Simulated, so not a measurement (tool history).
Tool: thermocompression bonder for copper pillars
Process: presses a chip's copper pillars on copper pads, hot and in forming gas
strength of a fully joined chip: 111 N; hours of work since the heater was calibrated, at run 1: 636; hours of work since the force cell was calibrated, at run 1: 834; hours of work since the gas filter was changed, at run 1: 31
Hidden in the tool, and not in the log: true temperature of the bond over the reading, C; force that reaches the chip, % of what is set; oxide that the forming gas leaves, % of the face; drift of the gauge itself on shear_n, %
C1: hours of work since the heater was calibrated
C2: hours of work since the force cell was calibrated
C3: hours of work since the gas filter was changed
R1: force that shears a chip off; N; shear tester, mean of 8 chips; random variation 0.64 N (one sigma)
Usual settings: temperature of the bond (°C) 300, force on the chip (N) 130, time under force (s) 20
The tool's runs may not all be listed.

{"run": 1, "hour": 0.0, "temperature of the bond (°C)": 300, "force on the chip (N)": 130, "time under force (s)": 20, "C1": 636, "C2": 834, "C3": 31, "R1": 52.9}
{"run": 2, "hour": 62.8, "temperature of the bond (°C)": 300, "force on the chip (N)": 130, "time under force (s)": 20, "C1": 662, "C2": 860, "C3": 57, "R1": 52.2}
{"run": 3, "hour": 109.6, "temperature of the bond (°C)": 300, "force on the chip (N)": 130, "time under force (s)": 20, "C1": 681, "C2": 879, "C3": 76, "R1": 52.1}
{"run": 4, "hour": 153.5, "temperature of the bond (°C)": 300, "force on the chip (N)": 130, "time under force (s)": 20, "C1": 699, "C2": 897, "C3": 94, "R1": 52.3}
{"run": 5, "hour": 219.6, "temperature of the bond (°C)": 300, "force on the chip (N)": 130, "time under force (s)": 20, "C1": 726, "C2": 925, "C3": 122, "R1": 51.3}
{"run": 6, "hour": 260.9, "temperature of the bond (°C)": 300, "force on the chip (N)": 130, "time under force (s)": 20, "C1": 743, "C2": 942, "C3": 139, "R1": 51.9}
{"run": 7, "hour": 305.0, "temperature of the bond (°C)": 300, "force on the chip (N)": 130, "time under force (s)": 20, "C1": 761, "C2": 960, "C3": 157, "R1": 50.6}
{"run": 8, "hour": 373.3, "temperature of the bond (°C)": 327, "force on the chip (N)": 130, "time under force (s)": 20, "C1": 789, "C2": 988, "C3": 185, "R1": 65.2}
{"run": 9, "hour": 432.4, "temperature of the bond (°C)": 327, "force on the chip (N)": 130, "time under force (s)": 20, "C1": 814, "C2": 1012, "C3": 209, "R1": 64.6}
{"run": 10, "hour": 484.0, "temperature of the bond (°C)": 300, "force on the chip (N)": 130, "time under force (s)": 20, "C1": 835, "C2": 1034, "C3": 230, "R1": 51.6}
{"run": 11, "hour": 535.4, "temperature of the bond (°C)": 287, "force on the chip (N)": 130, "time under force (s)": 20, "C1": 856, "C2": 1055, "C3": 252, "R1": 43.4}
{"run": 12, "hour": 581.5, "temperature of the bond (°C)": 300, "force on the chip (N)": 123, "time under force (s)": 20, "C1": 875, "C2": 1074, "C3": 271, "R1": 48.0}
{"run": 13, "hour": 625.4, "temperature of the bond (°C)": 300, "force on the chip (N)": 123, "time under force (s)": 20, "C1": 893, "C2": 1092, "C3": 289, "R1": 48.4}
{"hour": 665.8, "done": "forming gas filter changed"}
{"run": 14, "hour": 677.5, "temperature of the bond (°C)": 300, "force on the chip (N)": 123, "time under force (s)": 20, "C1": 915, "C2": 1113, "C3": 5, "R1": 53.1}
{"run": 15, "hour": 749.3, "temperature of the bond (°C)": 300, "force on the chip (N)": 123, "time under force (s)": 20, "C1": 944, "C2": 1143, "C3": 34, "R1": 52.2}
{"run": 16, "hour": 808.2, "temperature of the bond (°C)": 300, "force on the chip (N)": 185, "time under force (s)": 20, "C1": 968, "C2": 1167, "C3": 59, "R1": 73.7}
{"run": 17, "hour": 852.9, "temperature of the bond (°C)": 300, "force on the chip (N)": 185, "time under force (s)": 20, "C1": 987, "C2": 1185, "C3": 77, "R1": 70.7}
{"run": 18, "hour": 902.9, "temperature of the bond (°C)": 300, "force on the chip (N)": 185, "time under force (s)": 20, "C1": 1007, "C2": 1206, "C3": 98, "R1": 70.5}
{"run": 19, "hour": 950.2, "temperature of the bond (°C)": 300, "force on the chip (N)": 185, "time under force (s)": 20, "C1": 1027, "C2": 1225, "C3": 117, "R1": 70.4}
{"run": 20, "hour": 988.9, "temperature of the bond (°C)": 300, "force on the chip (N)": 130, "time under force (s)": 21, "C1": 1043, "C2": 1241, "C3": 133, "R1": 54.9}
{"run": 21, "hour": 1058.8, "temperature of the bond (°C)": 300, "force on the chip (N)": 130, "time under force (s)": 21, "C1": 1072, "C2": 1270, "C3": 162, "R1": 53.4}
{"run": 22, "hour": 1110.4, "temperature of the bond (°C)": 289, "force on the chip (N)": 134, "time under force (s)": 26, "C1": 1093, "C2": 1291, "C3": 183, "R1": 53.1}
{"run": 23, "hour": 1185.0, "temperature of the bond (°C)": 289, "force on the chip (N)": 134, "time under force (s)": 26, "C1": 1124, "C2": 1322, "C3": 214, "R1": 51.8}
{"run": 24, "hour": 1249.0, "temperature of the bond (°C)": 280, "force on the chip (N)": 98, "time under force (s)": 11, "C1": 1150, "C2": 1348, "C3": 240, "R1": 24.5}
{"run": 25, "hour": 1289.4, "temperature of the bond (°C)": 280, "force on the chip (N)": 98, "time under force (s)": 11, "C1": 1167, "C2": 1365, "C3": 257, "R1": 24.9}
{"run": 26, "hour": 1372.0, "temperature of the bond (°C)": 323, "force on the chip (N)": 136, "time under force (s)": 21, "C1": 1201, "C2": 1399, "C3": 291, "R1": 66.5}
{"hour": 1410.0, "done": "forming gas filter changed"}
{"run": 27, "hour": 1458.2, "temperature of the bond (°C)": 323, "force on the chip (N)": 136, "time under force (s)": 21, "C1": 1236, "C2": 1434, "C3": 20, "R1": 71.8}
{"run": 28, "hour": 1498.7, "temperature of the bond (°C)": 327, "force on the chip (N)": 86, "time under force (s)": 13, "C1": 1253, "C2": 1451, "C3": 37, "R1": 43.9}
{"run": 29, "hour": 1547.7, "temperature of the bond (°C)": 327, "force on the chip (N)": 86, "time under force (s)": 13, "C1": 1273, "C2": 1471, "C3": 57, "R1": 44.3}
{"run": 30, "hour": 1595.6, "temperature of the bond (°C)": 327, "force on the chip (N)": 86, "time under force (s)": 13, "C1": 1292, "C2": 1491, "C3": 76, "R1": 43.6}
{"hour": 1626.9, "done": "force cell calibrated"}
{"run": 31, "hour": 1660.1, "temperature of the bond (°C)": 327, "force on the chip (N)": 86, "time under force (s)": 13, "C1": 1318, "C2": 14, "C3": 102, "R1": 40.0}
{"run": 32, "hour": 1709.3, "temperature of the bond (°C)": 327, "force on the chip (N)": 86, "time under force (s)": 13, "C1": 1339, "C2": 34, "C3": 123, "R1": 39.9}
{"run": 33, "hour": 1783.2, "temperature of the bond (°C)": 305, "force on the chip (N)": 106, "time under force (s)": 13, "C1": 1369, "C2": 64, "C3": 153, "R1": 37.8}
{"run": 34, "hour": 1856.5, "temperature of the bond (°C)": 305, "force on the chip (N)": 86, "time under force (s)": 12, "C1": 1399, "C2": 95, "C3": 183, "R1": 29.8}
{"run": 35, "hour": 1907.2, "temperature of the bond (°C)": 300, "force on the chip (N)": 130, "time under force (s)": 12, "C1": 1420, "C2": 115, "C3": 204, "R1": 41.8}
{"run": 36, "hour": 1987.1, "temperature of the bond (°C)": 328, "force on the chip (N)": 109, "time under force (s)": 53, "C1": 1453, "C2": 148, "C3": 237, "R1": 73.0}
{"run": 37, "hour": 2065.3, "temperature of the bond (°C)": 299, "force on the chip (N)": 145, "time under force (s)": 20, "C1": 1485, "C2": 181, "C3": 269, "R1": 53.3}
{"run": 38, "hour": 2122.5, "temperature of the bond (°C)": 306, "force on the chip (N)": 130, "time under force (s)": 20, "C1": 1509, "C2": 204, "C3": 293, "R1": 50.1}
{"hour": 2153.2, "done": "forming gas filter changed"}
{"run": 39, "hour": 2199.7, "temperature of the bond (°C)": 310, "force on the chip (N)": 166, "time under force (s)": 12, "C1": 1541, "C2": 236, "C3": 19, "R1": 60.6}

5 ways to go on from here, each from the tool as it stands after run 39. What would each give?
{"run": "A", "hour": 2287.4, "temperature of the bond (°C)": 284, "force on the chip (N)": 78, "time under force (s)": 23, "C1": 1577, "C2": 272, "C3": 55, "R1": "?"}
{"run": "B", "hour": 2287.4, "temperature of the bond (°C)": 314, "force on the chip (N)": 128, "time under force (s)": 11, "C1": 1577, "C2": 272, "C3": 55, "R1": "?"}
{"run": "C", "hour": 2287.4, "temperature of the bond (°C)": 311, "force on the chip (N)": 104, "time under force (s)": 54, "C1": 1577, "C2": 272, "C3": 55, "R1": "?"}
{"run": "D", "hour": 2287.4, "temperature of the bond (°C)": 300, "force on the chip (N)": 130, "time under force (s)": 13, "C1": 1577, "C2": 272, "C3": 55, "R1": "?"}
{"run": "E", "hour": 2287.4, "temperature of the bond (°C)": 321, "force on the chip (N)": 155, "time under force (s)": 23, "C1": 1577, "C2": 272, "C3": 55, "R1": "?"}

run=A R1=29.5
run=B R1=49.8
run=C R1=68.6
run=D R1=46.2
run=E R1=77.5
Without the tool's hidden state the same runs would have given:
run=A R1=26.6
run=B R1=46.2
run=C R1=64.7
run=D R1=42.5
run=E R1=74.0

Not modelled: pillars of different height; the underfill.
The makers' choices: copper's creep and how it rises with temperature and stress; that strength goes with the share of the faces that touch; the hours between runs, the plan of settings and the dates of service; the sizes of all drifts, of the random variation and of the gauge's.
